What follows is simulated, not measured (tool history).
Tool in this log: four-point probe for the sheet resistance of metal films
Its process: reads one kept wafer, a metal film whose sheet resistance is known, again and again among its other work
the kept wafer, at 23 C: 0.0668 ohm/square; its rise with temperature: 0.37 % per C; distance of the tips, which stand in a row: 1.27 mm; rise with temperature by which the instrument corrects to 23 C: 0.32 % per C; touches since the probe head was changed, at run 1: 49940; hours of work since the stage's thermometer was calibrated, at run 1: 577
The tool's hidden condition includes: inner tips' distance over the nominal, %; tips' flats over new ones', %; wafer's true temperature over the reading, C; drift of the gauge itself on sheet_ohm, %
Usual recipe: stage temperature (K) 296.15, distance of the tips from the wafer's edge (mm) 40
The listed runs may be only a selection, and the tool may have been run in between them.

run	hour	stage temperature (K)	distance of the tips from the wafer's edge (mm)	touches since the probe head was changed	hours of work since the stage's thermometer was calibrated	sheet resistance as the instrument gives it (ohm/square)
1	0.0	296.15	40	49940	577	0.067405
2	34.1	296.15	40	51017	591	0.067443
3	76.1	296.15	40	52340	608	0.067461
4	101.9	302.15	40	53156	619	0.067613
5	136.8	296.15	40	54256	633	0.067425
# hour 140.9: stage's thermometer calibrated
6	158.6	296.15	40	54931	7	0.067461
7	197.8	294.15	40	56167	23	0.067418
8	216.3	294.15	40	56750	31	0.067418
9	244.1	292.15	46	57627	42	0.067332
# hour 255.9: stage's thermometer calibrated, once more
10	283.6	292.15	46	58859	11	0.067267
11	321.0	307.15	3	60037	27	0.073634
12	357.7	305.15	16	61196	42	0.067872
13	399.5	305.15	10	62515	59	0.068238
14	418.6	291.15	27	63117	67	0.067317
15	462.0	291.15	27	64488	85	0.067351

4 ways to go on from here, each from the tool as it stands after run 15. What would each give?
A	487.6	291.15	5	65294	95	?
B	487.6	293.15	38	65294	95	?
C	487.6	291.15	6	65294	95	?
D	487.6	291.15	6	65294	95	?

run	sheet resistance as the instrument gives it (ohm/square)
A	0.069535
B	0.067371
C	0.068868
D	0.068828
The same runs, with their run-to-run variation unchanged, on a tool lacking any hidden condition would have given:
run	sheet resistance as the instrument gives it (ohm/square)
A	0.068908
B	0.066761
C	0.068246
D	0.068207

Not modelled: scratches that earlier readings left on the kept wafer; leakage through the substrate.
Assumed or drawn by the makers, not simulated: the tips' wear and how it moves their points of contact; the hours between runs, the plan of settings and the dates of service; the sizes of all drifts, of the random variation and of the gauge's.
